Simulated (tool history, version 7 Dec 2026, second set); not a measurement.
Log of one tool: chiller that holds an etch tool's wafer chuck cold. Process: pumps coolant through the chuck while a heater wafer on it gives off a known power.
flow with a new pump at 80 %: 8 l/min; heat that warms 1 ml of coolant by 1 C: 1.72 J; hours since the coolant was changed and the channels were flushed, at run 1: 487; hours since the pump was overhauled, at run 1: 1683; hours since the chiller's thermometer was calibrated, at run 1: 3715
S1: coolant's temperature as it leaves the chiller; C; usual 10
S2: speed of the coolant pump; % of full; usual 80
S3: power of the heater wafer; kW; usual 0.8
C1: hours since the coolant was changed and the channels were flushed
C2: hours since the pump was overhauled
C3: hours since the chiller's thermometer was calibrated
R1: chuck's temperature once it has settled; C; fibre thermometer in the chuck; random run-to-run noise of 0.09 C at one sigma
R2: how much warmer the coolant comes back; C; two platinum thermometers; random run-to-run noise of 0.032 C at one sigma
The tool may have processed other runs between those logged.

{"run": 1, "day": 0.0, "S1": 10, "S2": 80, "S3": 0.8, "C1": 487, "C2": 1683, "C3": 3715, "R1": 16.8, "R2": 3.68}
{"run": 2, "day": 2.025, "S1": 10, "S2": 80, "S3": 0.8, "C1": 535, "C2": 1732, "C3": 3764, "R1": 16.85, "R2": 3.67}
{"run": 3, "day": 3.312, "S1": 10, "S2": 80, "S3": 0.8, "C1": 566, "C2": 1762, "C3": 3795, "R1": 16.83, "R2": 3.7}
{"run": 4, "day": 5.508, "S1": 10, "S2": 80, "S3": 0.82, "C1": 619, "C2": 1815, "C3": 3847, "R1": 17.07, "R2": 3.77}
{"run": 5, "day": 7.633, "S1": 10, "S2": 64, "S3": 0.8, "C1": 670, "C2": 1866, "C3": 3898, "R1": 18.58, "R2": 4.66}
{"run": 6, "day": 9.85, "S1": 12, "S2": 64, "S3": 0.8, "C1": 723, "C2": 1919, "C3": 3951, "R1": 20.57, "R2": 4.62}
{"run": 7, "day": 12.242, "S1": 12, "S2": 64, "S3": 0.8, "C1": 781, "C2": 1977, "C3": 4009, "R1": 20.73, "R2": 4.67}
{"run": 8, "day": 14.079, "S1": 12, "S2": 64, "S3": 0.8, "C1": 825, "C2": 2021, "C3": 4053, "R1": 20.72, "R2": 4.65}
{"run": 9, "day": 16.312, "S1": 12, "S2": 64, "S3": 0.8, "C1": 878, "C2": 2075, "C3": 4107, "R1": 20.66, "R2": 4.62}
{"run": 10, "day": 18.267, "S1": 10, "S2": 72, "S3": 0.8, "C1": 925, "C2": 2121, "C3": 4153, "R1": 17.58, "R2": 4.16}
{"run": 11, "day": 19.404, "S1": 10, "S2": 72, "S3": 0.8, "C1": 952, "C2": 2149, "C3": 4181, "R1": 17.55, "R2": 4.07}
{"run": 12, "day": 21.833, "S1": 10, "S2": 72, "S3": 0.8, "C1": 1011, "C2": 2207, "C3": 4239, "R1": 17.63, "R2": 4.15}
{"run": 13, "day": 22.883, "S1": 10, "S2": 93, "S3": 0.8, "C1": 1036, "C2": 2232, "C3": 4264, "R1": 16, "R2": 3.2}
{"run": 14, "day": 25.067, "S1": 2, "S2": 86, "S3": 1.101, "C1": 1088, "C2": 2285, "C3": 4317, "R1": 11.12, "R2": 4.79}

Run 15 comes next. What will it give?
{"run": 15, "day": 26.054, "S1": 2, "S2": 86, "S3": 1.101, "C1": 1112, "C2": 2308, "C3": 4340, "R1": "?", "R2": "?"}

Run 15 came out at R1 11.03 C, R2 4.77 C.
With the hidden condition absent and the run-to-run variation left alone, this run would have shown R1 10.65 C, R2 4.45 C.
